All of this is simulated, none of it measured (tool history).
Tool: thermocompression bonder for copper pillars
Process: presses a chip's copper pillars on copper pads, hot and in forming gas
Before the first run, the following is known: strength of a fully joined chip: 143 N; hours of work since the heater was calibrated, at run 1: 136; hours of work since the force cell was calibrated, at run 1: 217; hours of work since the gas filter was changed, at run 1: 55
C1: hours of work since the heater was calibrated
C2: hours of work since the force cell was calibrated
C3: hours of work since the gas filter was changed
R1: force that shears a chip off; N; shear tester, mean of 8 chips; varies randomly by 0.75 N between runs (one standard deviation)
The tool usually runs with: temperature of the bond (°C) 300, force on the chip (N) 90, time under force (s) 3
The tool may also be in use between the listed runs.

Run 1, hour 0: usual settings; C1 136; C2 217; C3 55. Result: R1 54.8 N.
Run 2, hour 43.1: usual settings; C1 169; C2 250; C3 88. Result: R1 52.7 N.
Run 3, hour 67.7: usual settings but force on the chip (N) 124; C1 188; C2 269; C3 107. Result: R1 62.1 N.
At hour 77.8: forming gas filter changed.
Run 4, hour 102.5: usual settings but force on the chip (N) 124; C1 215; C2 296; C3 19. Result: R1 65.9 N.
Run 5, hour 148: usual settings but force on the chip (N) 124; C1 250; C2 331; C3 54. Result: R1 63.1 N.
Run 6, hour 176.5: usual settings but force on the chip (N) 124; C1 272; C2 353; C3 76. Result: R1 61 N.
Run 7, hour 206.5: usual settings but force on the chip (N) 124; C1 295; C2 376; C3 99. Result: R1 61.6 N.
At hour 224.6: forming gas filter changed.
Run 8, hour 235.3: usual settings but force on the chip (N) 88; C1 317; C2 398; C3 8. Result: R1 55.6 N.
Run 9, hour 257.9: usual settings but force on the chip (N) 106; C1 334; C2 415; C3 26. Result: R1 59 N.
Run 10, hour 307.1: usual settings but force on the chip (N) 106; C1 372; C2 453; C3 64. Result: R1 58.6 N.
Run 11, hour 332.6: usual settings; C1 392; C2 473; C3 83. Result: R1 54.9 N.
At hour 371.3: forming gas filter changed.
Run 12, hour 375.8: usual settings; C1 425; C2 506; C3 3. Result: R1 54.5 N.
Run 13, hour 424.7: usual settings; C1 462; C2 543; C3 41. Result: R1 54.2 N.
Run 14, hour 451.6: usual settings; C1 483; C2 564; C3 62. Result: R1 54.2 N.
Run 15, hour 491.2: usual settings; C1 514; C2 595; C3 92. Result: R1 53.7 N.
Run 16, hour 515: usual settings; C1 532; C2 613; C3 111. Result: R1 51.5 N.
At hour 518.3: forming gas filter changed.
Run 17, hour 563.3: usual settings; C1 569; C2 650; C3 35. Result: R1 54 N.
Run 18, hour 604.6: usual settings but temperature of the bond (°C) 312, force on the chip (N) 115; C1 601; C2 682; C3 67. Result: R1 69.3 N.
Run 19, hour 627.3: usual settings but temperature of the bond (°C) 273, force on the chip (N) 116; C1 618; C2 699; C3 84. Result: R1 40.2 N.
Run 20, hour 655.8: usual settings but temperature of the bond (°C) 298, force on the chip (N) 58; C1 640; C2 721; C3 106. Result: R1 40.7 N.
At hour 666.8: forming gas filter changed.
Run 21, hour 700: usual settings but force on the chip (N) 55, time under force (s) 2; C1 674; C2 755; C3 26. Result: R1 34.9 N.
Run 22, hour 736.6: usual settings but temperature of the bond (°C) 301, force on the chip (N) 82; C1 702; C2 783; C3 54. Result: R1 53.2 N.

Forecast run 23:
Run 23, hour 787.6: usual settings but temperature of the bond (°C) 301, force on the chip (N) 82; C1 741; C2 822; C3 93. Result: R1 ?.

{"run 23": {"R1": 49.5}}
With no hidden state in the tool, this same run would have given R1 53.5 N.
